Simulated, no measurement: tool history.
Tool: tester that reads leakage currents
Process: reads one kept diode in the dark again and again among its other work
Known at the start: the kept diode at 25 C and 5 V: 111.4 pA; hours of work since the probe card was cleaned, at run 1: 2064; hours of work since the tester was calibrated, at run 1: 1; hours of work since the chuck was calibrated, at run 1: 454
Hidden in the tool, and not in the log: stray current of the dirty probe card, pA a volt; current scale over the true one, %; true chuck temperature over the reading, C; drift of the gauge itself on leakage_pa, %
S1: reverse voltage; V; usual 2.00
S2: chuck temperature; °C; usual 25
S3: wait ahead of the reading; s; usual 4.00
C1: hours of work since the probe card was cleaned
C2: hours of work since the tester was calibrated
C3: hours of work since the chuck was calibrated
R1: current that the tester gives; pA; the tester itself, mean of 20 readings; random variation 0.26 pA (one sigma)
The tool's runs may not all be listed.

run 1 hour=0.0 | S1=2.00 S2=25 S3=4.00 | C1=2064 C2=1 C3=454 | R1=84.29
run 2 hour=37.5 | S1=2.00 S2=25 S3=4.00 | C1=2087 C2=24 C3=476 | R1=83.77
run 3 hour=70.0 | S1=7.66 S2=25 S3=4.00 | C1=2106 C2=43 C3=495 | R1=126.06
run 4 hour=87.8 | S1=14.03 S2=25 S3=4.00 | C1=2117 C2=54 C3=506 | R1=154.56
run 5 hour=109.2 | S1=14.03 S2=25 S3=4.00 | C1=2129 C2=66 C3=519 | R1=154.00
run 6 hour=144.6 | S1=14.03 S2=25 S3=4.00 | C1=2151 C2=88 C3=540 | R1=152.75
run 7 hour=168.1 | S1=14.03 S2=25 S3=4.00 | C1=2165 C2=102 C3=554 | R1=153.74
run 8 hour=205.1 | S1=14.03 S2=25 S3=4.00 | C1=2187 C2=124 C3=576 | R1=153.22
run 9 hour=228.4 | S1=2.00 S2=25 S3=4.00 | C1=2201 C2=138 C3=590 | R1=84.28
run 10 hour=268.3 | S1=2.00 S2=53 S3=4.00 | C1=2224 C2=161 C3=614 | R1=849.86
run 11 hour=303.2 | S1=2.00 S2=53 S3=1.77 | C1=2245 C2=182 C3=635 | R1=847.64
run 12 hour=344.1 | S1=2.00 S2=38 S3=4.00 | C1=2270 C2=207 C3=659 | R1=259.07
run 13 hour=364.8 | S1=2.00 S2=38 S3=4.00 | C1=2282 C2=219 C3=671 | R1=258.94
run 14 hour=407.4 | S1=2.00 S2=25 S3=4.00 | C1=2307 C2=245 C3=697 | R1=84.31
run 15 hour=434.8 | S1=2.00 S2=25 S3=4.00 | C1=2324 C2=261 C3=713 | R1=84.15
run 16 hour=472.8 | S1=2.00 S2=47 S3=4.00 | C1=2346 C2=284 C3=736 | R1=532.84
run 17 hour=498.8 | S1=1.87 S2=25 S3=4.00 | C1=2362 C2=299 C3=751 | R1=82.46
run 18 hour=523.5 | S1=1.87 S2=25 S3=4.00 | C1=2377 C2=314 C3=766 | R1=82.58
run 19 hour=563.8 | S1=1.87 S2=25 S3=4.00 | C1=2401 C2=338 C3=790 | R1=82.52
run 20 hour=602.2 | S1=2.00 S2=25 S3=0.50 | C1=2424 C2=361 C3=813 | R1=83.96
run 21 hour=642.1 | S1=2.00 S2=25 S3=0.50 | C1=2448 C2=385 C3=837 | R1=84.62
run 22 hour=680.3 | S1=4.02 S2=57 S3=0.32 | C1=2470 C2=407 C3=860 | R1=1422.93
run 23 hour=719.0 | S1=4.76 S2=39 S3=0.32 | C1=2493 C2=431 C3=883 | R1=367.82
run 24 hour=755.0 | S1=4.76 S2=39 S3=0.32 | C1=2515 C2=452 C3=904 | R1=366.65
run 25 hour=779.8 | S1=15.16 S2=35 S3=3.24 | C1=2530 C2=467 C3=919 | R1=376.34
run 26 hour=803.4 | S1=2.00 S2=25 S3=0.46 | C1=2544 C2=481 C3=933 | R1=84.82
run 27 hour=831.9 | S1=2.00 S2=25 S3=0.46 | C1=2561 C2=498 C3=950 | R1=84.23
run 28 hour=867.9 | S1=5.35 S2=40 S3=4.00 | C1=2582 C2=519 C3=972 | R1=413.07
run 29 hour=889.9 | S1=7.73 S2=25 S3=4.00 | C1=2595 C2=533 C3=985 | R1=127.57
run 30 hour=919.9 | S1=7.73 S2=25 S3=4.00 | C1=2613 C2=551 C3=1003 | R1=127.81
run 31 hour=946.3 | S1=1.19 S2=25 S3=4.00 | C1=2629 C2=566 C3=1019 | R1=72.01
run 32 hour=970.8 | S1=19.97 S2=40 S3=5.04 | C1=2644 C2=581 C3=1033 | R1=616.64
run 33 hour=1013.9 | S1=19.97 S2=40 S3=5.04 | C1=2670 C2=607 C3=1059 | R1=625.17
run 34 hour=1041.3 | S1=19.97 S2=40 S3=5.04 | C1=2686 C2=623 C3=1075 | R1=619.51
run 35 hour=1068.5 | S1=1.72 S2=25 S3=1.51 | C1=2702 C2=639 C3=1092 | R1=80.31
run 36 hour=1096.7 | S1=3.25 S2=40 S3=0.43 | C1=2719 C2=656 C3=1108 | R1=356.10
run 37 hour=1134.7 | S1=8.27 S2=58 S3=4.53 | C1=2742 C2=679 C3=1131 | R1=1891.47
run 38 hour=1171.7 | S1=8.27 S2=58 S3=4.53 | C1=2764 C2=701 C3=1153 | R1=1896.49
run 39 hour=1203.7 | S1=5.68 S2=26 S3=2.36 | C1=2783 C2=720 C3=1172 | R1=127.02
run 40 hour=1243.1 | S1=5.68 S2=26 S3=2.36 | C1=2806 C2=743 C3=1196 | R1=127.30
run 41 hour=1282.6 | S1=17.46 S2=26 S3=7.27 | C1=2830 C2=767 C3=1219 | R1=179.24

Forecast each of these 3 alternatives for the next run:
run A hour=1302.1 | S1=17.46 S2=26 S3=1.73 | C1=2842 C2=779 C3=1231 | R1=?
run B hour=1302.1 | S1=1.54 S2=21 S3=8.33 | C1=2842 C2=779 C3=1231 | R1=?
run C hour=1302.1 | S1=4.14 S2=45 S3=7.27 | C1=2842 C2=779 C3=1231 | R1=?

run=A R1=179.87
run=B R1=53.99
run=C R1=573.71
Without the tool's hidden state the same runs would have given:
run=A R1=179.53
run=B R1=53.93
run=C R1=573.24
